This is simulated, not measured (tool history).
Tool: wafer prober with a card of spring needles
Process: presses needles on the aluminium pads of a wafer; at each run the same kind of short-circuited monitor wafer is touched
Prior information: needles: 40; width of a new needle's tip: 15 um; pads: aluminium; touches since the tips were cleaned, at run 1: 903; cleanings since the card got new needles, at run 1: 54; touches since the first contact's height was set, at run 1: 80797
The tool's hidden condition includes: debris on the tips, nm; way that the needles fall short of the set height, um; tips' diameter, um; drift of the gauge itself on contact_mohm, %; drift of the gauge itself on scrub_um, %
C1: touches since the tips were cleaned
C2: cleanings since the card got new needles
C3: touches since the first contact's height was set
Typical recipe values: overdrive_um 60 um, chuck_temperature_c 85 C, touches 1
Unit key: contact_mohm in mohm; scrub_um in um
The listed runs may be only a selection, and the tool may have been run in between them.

Run 1, hour 0.0: usual settings; C1 903; C2 54; C3 80797. Result: contact_mohm 268 mohm, scrub_um 11.70 um.
At hour 14.7: tips cleaned on abrasive film.
At hour 30.4: height of the first contact set anew.
At hour 33.0: tips cleaned on abrasive film.
Run 2, hour 33.5: usual settings; C1 126; C2 56; C3 746. Result: contact_mohm 267 mohm, scrub_um 11.82 um.
At hour 51.1: tips cleaned on abrasive film.
Run 3, hour 53.8: usual settings but chuck_temperature_c 102 C; C1 678; C2 57; C3 5773. Result: contact_mohm 272 mohm, scrub_um 11.76 um.
At hour 71.2: tips cleaned on abrasive film.
Run 4, hour 79.8: usual settings but chuck_temperature_c 102 C; C1 2140; C2 58; C3 12219. Result: contact_mohm 270 mohm, scrub_um 11.80 um.
At hour 90.9: tips cleaned on abrasive film.
At hour 110.5: tips cleaned on abrasive film.
Run 5, hour 113.3: usual settings but chuck_temperature_c 102 C; C1 678; C2 60; C3 20482. Result: contact_mohm 269 mohm, scrub_um 11.84 um.
At hour 127.1: tips cleaned on abrasive film.
At hour 147.2: tips cleaned on abrasive film.
Run 6, hour 148.7: usual settings but chuck_temperature_c 102 C; C1 374; C2 62; C3 29255. Result: contact_mohm 273 mohm, scrub_um 11.78 um.
At hour 165.9: tips cleaned on abrasive film.
Run 7, hour 170.0: usual settings but chuck_temperature_c 104 C; C1 1009; C2 63; C3 34511. Result: contact_mohm 270 mohm, scrub_um 11.92 um.
At hour 184.4: tips cleaned on abrasive film.
Run 8, hour 195.7: usual settings but chuck_temperature_c 104 C; C1 2828; C2 64; C3 40893. Result: contact_mohm 270 mohm, scrub_um 11.77 um.
At hour 203.2: tips cleaned on abrasive film.
At hour 220.2: tips cleaned on abrasive film.
Run 9, hour 235.7: usual settings but chuck_temperature_c 104 C; C1 3852; C2 66; C3 50780. Result: contact_mohm 277 mohm, scrub_um 11.83 um.
At hour 238.7: tips cleaned on abrasive film.
At hour 258.9: tips cleaned on abrasive film.
At hour 276.4: tips cleaned on abrasive film.
Run 10, hour 276.4: usual settings; C1 0; C2 69; C3 60825. Result: contact_mohm 265 mohm, scrub_um 11.96 um.
At hour 295.0: tips cleaned on abrasive film.
Run 11, hour 310.7: usual settings; C1 3903; C2 70; C3 69333. Result: contact_mohm 266 mohm, scrub_um 11.87 um.
At hour 314.3: tips cleaned on abrasive film.
At hour 331.3: tips cleaned on abrasive film.
At hour 350.9: tips cleaned on abrasive film.
Run 12, hour 356.7: usual settings but overdrive_um 55 um, chuck_temperature_c 55 C, touches 2; C1 1446; C2 73; C3 80697. Result: contact_mohm 263 mohm, scrub_um 11.03 um.
At hour 367.3: tips cleaned on abrasive film.
At hour 384.9: tips cleaned on abrasive film.
At hour 387.5: height of the first contact set anew.
Run 13, hour 388.4: usual settings but overdrive_um 55 um, chuck_temperature_c 55 C, touches 2; C1 806; C2 75; C3 216. Result: contact_mohm 258 mohm, scrub_um 10.99 um.
At hour 403.8: tips cleaned on abrasive film.
Run 14, hour 409.1: usual settings but overdrive_um 55 um, chuck_temperature_c 55 C, touches 2; C1 1310; C2 76; C3 5335. Result: contact_mohm 259 mohm, scrub_um 11.04 um.
At hour 421.6: tips cleaned on abrasive film.
At hour 440.0: tips cleaned on abrasive film.
Run 15, hour 454.5: usual settings but overdrive_um 70 um, touches 2; C1 3585; C2 78; C3 16568. Result: contact_mohm 266 mohm, scrub_um 13.98 um.
At hour 458.3: tips cleaned on abrasive film.
At hour 475.6: tips cleaned on abrasive film.
At hour 493.8: tips cleaned on abrasive film.
Run 16, hour 497.1: usual settings but touches 2; C1 815; C2 81; C3 27104. Result: contact_mohm 270 mohm, scrub_um 11.99 um.
At hour 511.8: tips cleaned on abrasive film.
At hour 530.3: tips cleaned on abrasive film.
Run 17, hour 534.8: usual settings but touches 2; C1 1123; C2 83; C3 36437. Result: contact_mohm 262 mohm, scrub_um 11.96 um.
At hour 547.8: tips cleaned on abrasive film.
At hour 564.7: tips cleaned on abrasive film.
Run 18, hour 564.7: usual settings but overdrive_um 51 um, chuck_temperature_c 34 C; C1 0; C2 85; C3 43823. Result: contact_mohm 253 mohm, scrub_um 10.14 um.
At hour 584.2: gauge calibrated.
At hour 584.3: tips cleaned on abrasive film.
At hour 602.9: tips cleaned on abrasive film.
Run 19, hour 613.2: usual settings but overdrive_um 51 um, chuck_temperature_c 34 C; C1 2567; C2 87; C3 55831. Result: contact_mohm 253 mohm, scrub_um 9.90 um.
At hour 621.8: tips cleaned on abrasive film.
At hour 641.1: tips cleaned on abrasive film.
Run 20, hour 656.9: usual settings but overdrive_um 46 um, chuck_temperature_c 56 C, touches 3; C1 3948; C2 89; C3 66648. Result: contact_mohm 264 mohm, scrub_um 9.04 um.
At hour 660.2: tips cleaned on abrasive film.
At hour 678.5: tips cleaned on abrasive film.
Run 21, hour 685.0: usual settings but overdrive_um 74 um, chuck_temperature_c 79 C, touches 3; C1 1610; C2 91; C3 73567. Result: contact_mohm 260 mohm, scrub_um 14.57 um.

3 options for the next run, each taken on its own from the tool as it stands now. Forecast them:
At hour 698.2: tips cleaned on abrasive film.
At hour 715.9: tips cleaned on abrasive film.
Run A, hour 724.4: usual settings but overdrive_um 79 um, chuck_temperature_c 114 C; C1 2092; C2 93; C3 83318. Result: contact_mohm ?, scrub_um ?.
At hour 698.2: tips cleaned on abrasive film.
At hour 715.9: tips cleaned on abrasive film.
Run B, hour 724.4: usual settings but overdrive_um 44 um, chuck_temperature_c 43 C, touches 3; C1 2092; C2 93; C3 83318. Result: contact_mohm ?, scrub_um ?.
At hour 698.2: tips cleaned on abrasive film.
At hour 715.9: tips cleaned on abrasive film.
Run C, hour 724.4: usual settings but overdrive_um 74 um, chuck_temperature_c 79 C; C1 2092; C2 93; C3 83318. Result: contact_mohm ?, scrub_um ?.

run  contact_mohm  scrub_um
  A           275     15.59
  B           259      8.59
  C           262     14.60
Take away the tool's hidden state, keep each run's random variation, and the runs would have read:
run  contact_mohm  scrub_um
  A           274     15.51
  B           259      8.55
  C           262     14.53
